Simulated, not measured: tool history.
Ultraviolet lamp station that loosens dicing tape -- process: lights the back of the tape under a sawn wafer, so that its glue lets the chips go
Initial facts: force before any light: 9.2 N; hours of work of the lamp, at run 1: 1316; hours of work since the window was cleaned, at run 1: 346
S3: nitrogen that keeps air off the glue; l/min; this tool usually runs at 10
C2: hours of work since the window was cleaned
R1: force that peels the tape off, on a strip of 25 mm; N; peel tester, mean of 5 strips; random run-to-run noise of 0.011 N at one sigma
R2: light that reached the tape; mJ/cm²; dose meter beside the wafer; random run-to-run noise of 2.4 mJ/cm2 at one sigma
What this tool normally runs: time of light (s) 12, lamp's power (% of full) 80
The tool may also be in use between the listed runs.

Run 1, day 0: usual settings; hours of work of the lamp 1316; C2 346. Result: R1 0.856 N, R2 190 mJ/cm².
Run 2, day 1.779: usual settings but time of light (s) 9; hours of work of the lamp 1341; C2 370. Result: R1 1.515 N, R2 142 mJ/cm².
Run 3, day 3.879: usual settings but time of light (s) 9; hours of work of the lamp 1370; C2 399. Result: R1 1.546 N, R2 142 mJ/cm².
At day 5.438: window cleaned of glue's vapour.
Run 4, day 6.1: usual settings but lamp's power (% of full) 90; hours of work of the lamp 1400; C2 9. Result: R1 0.82 N, R2 196 mJ/cm².
Run 5, day 7.958: usual settings but time of light (s) 24; hours of work of the lamp 1425; C2 35. Result: R1 0.256 N, R2 344 mJ/cm².
Run 6, day 10.079: usual settings but time of light (s) 24; hours of work of the lamp 1455; C2 64. Result: R1 0.268 N, R2 337 mJ/cm².
Run 7, day 11.667: usual settings but time of light (s) 17; hours of work of the lamp 1476; C2 85. Result: R1 0.552 N, R2 240 mJ/cm².
Run 8, day 14.046: usual settings but S3 7 l/min; hours of work of the lamp 1509; C2 118. Result: R1 1.484 N, R2 164 mJ/cm².
Run 9, day 15.867: usual settings but S3 7 l/min; hours of work of the lamp 1534; C2 143. Result: R1 1.486 N, R2 164 mJ/cm².
Run 10, day 19.262: usual settings but time of light (s) 23; hours of work of the lamp 1581; C2 190. Result: R1 0.315 N, R2 306 mJ/cm².
Run 11, day 20.692: usual settings but time of light (s) 23; hours of work of the lamp 1600; C2 209. Result: R1 0.33 N, R2 302 mJ/cm².
Run 12, day 22.854: usual settings but time of light (s) 23; hours of work of the lamp 1630; C2 239. Result: R1 0.334 N, R2 297 mJ/cm².
At day 24.388: window cleaned of glue's vapour, once more.
Run 13, day 24.808: usual settings but time of light (s) 23, lamp's power (% of full) 79; hours of work of the lamp 1656; C2 6. Result: R1 0.245 N, R2 372 mJ/cm².
At day 25.292: lamp changed.
Run 14, day 28.05: usual settings but time of light (s) 6; hours of work of the lamp 38; C2 50. Result: R1 1.938 N, R2 125 mJ/cm².
Run 15, day 30.492: usual settings; hours of work of the lamp 71; C2 83. Result: R1 0.502 N, R2 242 mJ/cm².
Run 16, day 33.712: usual settings; hours of work of the lamp 116; C2 127. Result: R1 0.545 N, R2 237 mJ/cm².
Run 17, day 36.025: usual settings; hours of work of the lamp 147; C2 159. Result: R1 0.561 N, R2 235 mJ/cm².
Run 18, day 37.571: usual settings but time of light (s) 20, lamp's power (% of full) 88, S3 6 l/min; hours of work of the lamp 168; C2 180. Result: R1 0.271 N, R2 426 mJ/cm².

Run 19, settings as shown, results not yet in. Your forecast:
Run 19, day 39.642: usual settings but time of light (s) 21, lamp's power (% of full) 69, S3 9 l/min; hours of work of the lamp 197; C2 209. Result: R1 ?, R2 ?.

R1: 0.279 N
R2: 347 mJ/cm²
With the hidden condition absent and the run-to-run variation left alone, this run would have shown R1 0.24 N, R2 383 mJ/cm².

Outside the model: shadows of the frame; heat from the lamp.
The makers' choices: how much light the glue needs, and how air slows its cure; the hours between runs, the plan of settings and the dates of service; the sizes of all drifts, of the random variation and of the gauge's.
